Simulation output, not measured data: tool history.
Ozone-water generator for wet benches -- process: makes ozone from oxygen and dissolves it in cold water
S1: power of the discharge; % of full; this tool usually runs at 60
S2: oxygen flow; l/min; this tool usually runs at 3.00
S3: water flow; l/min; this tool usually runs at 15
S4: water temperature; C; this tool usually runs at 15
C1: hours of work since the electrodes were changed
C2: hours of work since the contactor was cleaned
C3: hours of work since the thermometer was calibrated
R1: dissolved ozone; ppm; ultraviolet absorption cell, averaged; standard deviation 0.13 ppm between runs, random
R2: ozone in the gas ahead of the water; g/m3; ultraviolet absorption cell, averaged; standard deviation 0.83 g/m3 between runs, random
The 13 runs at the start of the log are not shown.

| run | hour | S1 | S2 | S3 | S4 | C1 | C2 | C3 | R1 | R2 |
|---|---|---|---|---|---|---|---|---|---|---|
| 14 | 339.8 | 53 | 3.00 | 15 | 15 | 1225 | 3139 | 2370 | 10.7 | 117.2 |
| 15 | 361.3 | 53 | 3.00 | 15 | 15 | 1240 | 3154 | 2385 | 10.5 | 115.2 |
| 16 | 388.4 | 53 | 3.00 | 15 | 15 | 1259 | 3173 | 2404 | 10.6 | 117.3 |
| 17 | 419.3 | 82 | 3.00 | 15 | 7 | 1280 | 3195 | 2426 | 15.2 | 151.6 |
| 18 | 451.1 | 56 | 2.02 | 13 | 18 | 1303 | 3217 | 2448 | 12.0 | 154.6 |
| 19 | 487.5 | 46 | 4.92 | 15 | 17 | 1328 | 3243 | 2473 | 9.1 | 78.5 |
| 20 | 504.4 | 55 | 3.00 | 15 | 14 | 1340 | 3255 | 2485 | 11.1 | 118.4 |
| 21 | 540.2 | 60 | 3.08 | 15 | 15 | 1365 | 3280 | 2510 | 11.4 | 123.1 |
|  | 576.9 | contactor cleaned |
| 22 | 577.0 | 60 | 3.08 | 15 | 15 | 1388 | 0 | 2533 | 12.1 | 123.8 |
| 23 | 613.0 | 60 | 3.08 | 15 | 15 | 1413 | 25 | 2558 | 11.9 | 123.2 |
| 24 | 637.4 | 71 | 2.69 | 16 | 21 | 1430 | 42 | 2576 | 11.8 | 147.4 |
| 25 | 674.3 | 69 | 2.15 | 10 | 15 | 1456 | 68 | 2601 | 18.5 | 168.2 |
| 26 | 693.4 | 69 | 2.15 | 10 | 15 | 1470 | 82 | 2615 | 18.3 | 166.6 |
| 27 | 722.0 | 93 | 2.15 | 10 | 19 | 1490 | 102 | 2635 | 21.3 | 201.6 |
| 28 | 761.2 | 60 | 1.90 | 17 | 18 | 1517 | 129 | 2662 | 9.8 | 164.7 |
| 29 | 790.9 | 74 | 5.22 | 10 | 11 | 1538 | 150 | 2683 | 19.0 | 100.3 |
| 30 | 823.5 | 74 | 3.59 | 10 | 15 | 1561 | 173 | 2706 | 18.4 | 124.9 |
| 31 | 843.7 | 74 | 3.59 | 10 | 15 | 1575 | 187 | 2720 | 18.5 | 126.9 |
| 32 | 881.8 | 59 | 4.38 | 15 | 15 | 1602 | 214 | 2747 | 11.8 | 96.4 |

Alternative continuations, all from the tool just after run 32; predict every row:
| A | 900.8 | 60 | 3.42 | 15 | 15 | 1615 | 227 | 2760 | ? | ? |
| B | 900.8 | 46 | 3.03 | 10 | 15 | 1615 | 227 | 2760 | ? | ? |
| C | 900.8 | 59 | 4.38 | 15 | 8 | 1615 | 227 | 2760 | ? | ? |

| run | R1 | R2 |
|---|---|---|
| A | 11.7 | 112.0 |
| B | 14.1 | 104.5 |
| C | 12.8 | 97.4 |
Stripped of hidden state, with their random variation kept, the same runs would have yielded:
| run | R1 | R2 |
|---|---|---|
| A | 12.7 | 120.4 |
| B | 15.2 | 110.8 |
| C | 13.9 | 104.5 |
